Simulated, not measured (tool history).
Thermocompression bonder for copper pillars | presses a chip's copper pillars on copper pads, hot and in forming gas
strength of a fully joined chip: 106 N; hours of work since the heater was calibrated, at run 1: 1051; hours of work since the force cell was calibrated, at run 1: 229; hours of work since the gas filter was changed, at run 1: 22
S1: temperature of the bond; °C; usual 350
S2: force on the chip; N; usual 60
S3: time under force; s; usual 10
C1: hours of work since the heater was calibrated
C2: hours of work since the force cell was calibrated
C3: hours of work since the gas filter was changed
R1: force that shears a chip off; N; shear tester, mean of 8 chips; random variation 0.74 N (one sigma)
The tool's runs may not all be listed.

run    day   S1  S2  S3    C1   C2  C3    R1
  1  0.000  350  60  10  1051  229  22  53.4
  2  0.325  376  60  10  1056  233  27  66.7
  3  0.525  376  60  10  1059  236  30  65.9
  4  0.879  362  60  10  1064  241  35  58.7
  5  1.267  350  60  23  1070  247  41  68.4
  6  1.542  370  60  23  1074  251  45  77.4
  7  1.771  350  60  10  1077  254  48  52.9
  8  2.004  350  60  10  1080  258  52  51.8
  9  2.267  350  60  10  1084  262  55  51.2

The next listed run, before its measurement:
 10  2.604  350  60   7  1089  267  60   ?

R1: 46.8 N
Without the tool's hidden state the same run would have given R1 54.5 N.

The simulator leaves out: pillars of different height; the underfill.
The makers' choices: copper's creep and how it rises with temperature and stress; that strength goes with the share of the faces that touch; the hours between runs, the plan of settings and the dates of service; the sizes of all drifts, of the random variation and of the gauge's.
